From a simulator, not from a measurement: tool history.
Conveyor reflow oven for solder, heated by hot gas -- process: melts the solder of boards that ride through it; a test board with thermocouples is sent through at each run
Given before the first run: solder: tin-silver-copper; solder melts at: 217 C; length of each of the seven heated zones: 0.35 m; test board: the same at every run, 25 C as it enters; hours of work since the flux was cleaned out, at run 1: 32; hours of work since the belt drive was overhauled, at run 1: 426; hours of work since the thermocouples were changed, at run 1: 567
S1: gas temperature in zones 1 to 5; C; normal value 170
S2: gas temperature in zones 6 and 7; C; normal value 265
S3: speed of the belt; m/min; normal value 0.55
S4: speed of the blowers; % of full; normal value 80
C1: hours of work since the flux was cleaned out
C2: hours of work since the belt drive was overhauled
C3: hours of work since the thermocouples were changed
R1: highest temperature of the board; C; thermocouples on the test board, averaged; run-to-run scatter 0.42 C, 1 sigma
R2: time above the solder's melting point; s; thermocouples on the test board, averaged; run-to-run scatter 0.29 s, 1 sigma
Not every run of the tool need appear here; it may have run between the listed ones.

run   hour   S1   S2     S3  S4   C1   C2   C3     R1    R2
  1      0  170  265   0.55  80   32  426  567  251.2  55.8
  2   46.3  170  265   0.55  80   52  445  587  250.7  55.7
  3   73.7  170  265   0.55  80   64  457  599  250.2  56.1
  4    120  170  265   0.55  80   83  477  619  250.1  55.8
  5  163.1  170  265  0.444  80  102  495  637  255.3  75.7
  6  190.1  170  265   0.55  84  113  507  649  250.9  56.1
  7  240.3  170  265   0.55  82  135  528  670  250.4  55.5
  8  264.8  170  265  0.565  80  145  538  680  248.7  52.9
  9  313.6  166  265  0.565  80  166  559  701  248.3  50.7
 10  357.3  166  265  0.565  80  185  578  720  247.9  50.9
 11  392.6  166  265  0.565  80  200  593  735  248.2  51.1
 12  424.9  179  268  0.448  69  213  607  749  257.8  79.8
 13  446.8  176  268  0.605  58  223  616  758  245.7  47.4
 14  476.4  159  265  0.469  52  235  629  771  248.1  58.8
 15  512.7  170  273  0.477  83  251  644  786  260.7  72.6
 16  545.2  170  257  0.448  83  265  658  800  247.4  68.9

3 options for the next run, each taken on its own from the tool as it stands now. Forecast them:
     571.2  -- flux residue cleaned out of gas plates and filters
  A  579.3  179  265   0.55  59   3  670  812   ?   ?
     571.2  -- flux residue cleaned out of gas plates and filters
  B  579.3  168  278  0.617  83   3  670  812   ?   ?
     571.2  -- flux residue cleaned out of gas plates and filters
  C  579.3  170  279  0.554  83   3  670  812   ?   ?

run     R1    R2
  A  249.4  57.4
  B  258.2    54
  C  263.8  63.8
Without the tool's unlogged condition, the same runs would have read:
run     R1    R2
  A  249.5  56.5
  B  258.3  53.1
  C    264  62.8
